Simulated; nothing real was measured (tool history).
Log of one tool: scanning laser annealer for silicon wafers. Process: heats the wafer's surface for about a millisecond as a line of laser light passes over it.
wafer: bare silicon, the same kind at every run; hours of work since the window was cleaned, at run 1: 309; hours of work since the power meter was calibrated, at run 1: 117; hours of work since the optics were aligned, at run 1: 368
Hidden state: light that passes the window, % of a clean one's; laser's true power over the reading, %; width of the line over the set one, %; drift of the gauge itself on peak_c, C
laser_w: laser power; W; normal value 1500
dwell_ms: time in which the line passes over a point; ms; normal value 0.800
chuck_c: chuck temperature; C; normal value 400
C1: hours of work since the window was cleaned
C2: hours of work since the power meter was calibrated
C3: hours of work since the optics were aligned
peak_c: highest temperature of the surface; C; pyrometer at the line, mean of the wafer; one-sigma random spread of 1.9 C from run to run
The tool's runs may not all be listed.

run 1 hour=0.0 | laser_w=1500 dwell_ms=0.800 chuck_c=400 | C1=309 C2=117 C3=368 | peak_c=1235
run 2 hour=25.3 | laser_w=1500 dwell_ms=0.800 chuck_c=400 | C1=319 C2=127 C3=378 | peak_c=1233
run 3 hour=52.7 | laser_w=1500 dwell_ms=0.883 chuck_c=400 | C1=330 C2=138 C3=389 | peak_c=1276
run 4 hour=67.2 | laser_w=1500 dwell_ms=0.883 chuck_c=400 | C1=336 C2=144 C3=395 | peak_c=1279
run 5 hour=91.0 | laser_w=1500 dwell_ms=0.883 chuck_c=400 | C1=345 C2=154 C3=404 | peak_c=1278
run 6 hour=116.3 | laser_w=1500 dwell_ms=0.887 chuck_c=400 | C1=356 C2=164 C3=415 | peak_c=1282
run 7 hour=130.3 | laser_w=1500 dwell_ms=0.887 chuck_c=400 | C1=361 C2=170 C3=420 | peak_c=1284
run 8 hour=151.2 | laser_w=1500 dwell_ms=0.779 chuck_c=400 | C1=370 C2=178 C3=429 | peak_c=1224
run 9 hour=176.9 | laser_w=1500 dwell_ms=0.800 chuck_c=400 | C1=380 C2=188 C3=439 | peak_c=1234
run 10 hour=199.4 | laser_w=1500 dwell_ms=0.800 chuck_c=400 | C1=389 C2=197 C3=448 | peak_c=1235
run 11 hour=224.0 | laser_w=1500 dwell_ms=0.800 chuck_c=400 | C1=399 C2=207 C3=458 | peak_c=1234
run 12 hour=238.0 | laser_w=1500 dwell_ms=0.800 chuck_c=400 | C1=405 C2=213 C3=464 | peak_c=1234
run 13 hour=254.7 | laser_w=1500 dwell_ms=0.800 chuck_c=400 | C1=411 C2=220 C3=470 | peak_c=1235
run 14 hour=266.6 | laser_w=1500 dwell_ms=0.800 chuck_c=362 | C1=416 C2=224 C3=475 | peak_c=1195
run 15 hour=286.4 | laser_w=1500 dwell_ms=0.800 chuck_c=400 | C1=424 C2=232 C3=483 | peak_c=1233
run 16 hour=309.6 | laser_w=1500 dwell_ms=0.800 chuck_c=400 | C1=433 C2=242 C3=492 | peak_c=1235
run 17 hour=323.9 | laser_w=1500 dwell_ms=0.959 chuck_c=400 | C1=439 C2=248 C3=498 | peak_c=1320
run 18 hour=343.8 | laser_w=1490 dwell_ms=0.800 chuck_c=400 | C1=447 C2=256 C3=506 | peak_c=1229
run 19 hour=367.3 | laser_w=1500 dwell_ms=0.998 chuck_c=400 | C1=457 C2=265 C3=516 | peak_c=1340
run 20 hour=383.2 | laser_w=1448 dwell_ms=0.800 chuck_c=400 | C1=463 C2=271 C3=522 | peak_c=1204
run 21 hour=408.1 | laser_w=1278 dwell_ms=0.800 chuck_c=400 | C1=473 C2=281 C3=532 | peak_c=1097
run 22 hour=431.5 | laser_w=1278 dwell_ms=0.672 chuck_c=400 | C1=482 C2=291 C3=541 | peak_c=1035
run 23 hour=443.8 | laser_w=1429 dwell_ms=0.735 chuck_c=388 | C1=487 C2=296 C3=546 | peak_c=1141
run 24 hour=455.2 | laser_w=1642 dwell_ms=0.958 chuck_c=408 | C1=492 C2=300 C3=551 | peak_c=1426
run 25 hour=472.4 | laser_w=1642 dwell_ms=0.958 chuck_c=408 | C1=499 C2=307 C3=558 | peak_c=1425
run 26 hour=483.6 | laser_w=1545 dwell_ms=0.599 chuck_c=408 | C1=503 C2=312 C3=562 | peak_c=1146
run 27 hour=504.1 | laser_w=1604 dwell_ms=0.619 chuck_c=427 | C1=512 C2=320 C3=571 | peak_c=1209
run 28 hour=529.5 | laser_w=1604 dwell_ms=0.619 chuck_c=427 | C1=522 C2=330 C3=581 | peak_c=1210
run 29 hour=554.4 | laser_w=1604 dwell_ms=0.668 chuck_c=384 | C1=532 C2=340 C3=591 | peak_c=1199
run 30 hour=572.6 | laser_w=1579 dwell_ms=0.873 chuck_c=427 | C1=539 C2=348 C3=598 | peak_c=1348
run 31 hour=598.5 | laser_w=1579 dwell_ms=0.873 chuck_c=427 | C1=550 C2=358 C3=609 | peak_c=1355
run 32 hour=609.6 | laser_w=1500 dwell_ms=0.989 chuck_c=424 | C1=554 C2=362 C3=613 | peak_c=1355
run 33 hour=626.3 | laser_w=1500 dwell_ms=0.989 chuck_c=424 | C1=561 C2=369 C3=620 | peak_c=1356
run 34 hour=640.2 | laser_w=1566 dwell_ms=0.966 chuck_c=431 | C1=566 C2=375 C3=625 | peak_c=1397
run 35 hour=655.1 | laser_w=1561 dwell_ms=0.753 chuck_c=408 | C1=572 C2=381 C3=631 | peak_c=1251
run 36 hour=675.6 | laser_w=1378 dwell_ms=0.753 chuck_c=424 | C1=581 C2=389 C3=640 | peak_c=1159
run 37 hour=692.9 | laser_w=1378 dwell_ms=0.753 chuck_c=424 | C1=588 C2=396 C3=647 | peak_c=1154
run 38 hour=711.8 | laser_w=1514 dwell_ms=0.895 chuck_c=433 | C1=595 C2=404 C3=654 | peak_c=1329
run 39 hour=732.1 | laser_w=1405 dwell_ms=0.800 chuck_c=368 | C1=603 C2=412 C3=662 | peak_c=1139
-- hour=742.2 window over the wafer cleaned
run 40 hour=758.1 | laser_w=1426 dwell_ms=0.857 chuck_c=421 | C1=6 C2=421 C3=672 | peak_c=1234
run 41 hour=780.3 | laser_w=1426 dwell_ms=0.857 chuck_c=421 | C1=15 C2=430 C3=681 | peak_c=1241

Alternative continuations, all from the tool just after run 41; predict every row:
run A hour=795.0 | laser_w=1458 dwell_ms=0.607 chuck_c=389 | C1=21 C2=436 C3=687 | peak_c=?
run B hour=795.0 | laser_w=1531 dwell_ms=0.800 chuck_c=400 | C1=21 C2=436 C3=687 | peak_c=?
run C hour=795.0 | laser_w=1583 dwell_ms=0.800 chuck_c=397 | C1=21 C2=436 C3=687 | peak_c=?
run D hour=795.0 | laser_w=1475 dwell_ms=0.782 chuck_c=413 | C1=21 C2=436 C3=687 | peak_c=?

run=A peak_c=1089
run=B peak_c=1257
run=C peak_c=1283
run=D peak_c=1222
Without the tool's hidden state the same runs would have given:
run=A peak_c=1089
run=B peak_c=1257
run=C peak_c=1284
run=D peak_c=1222
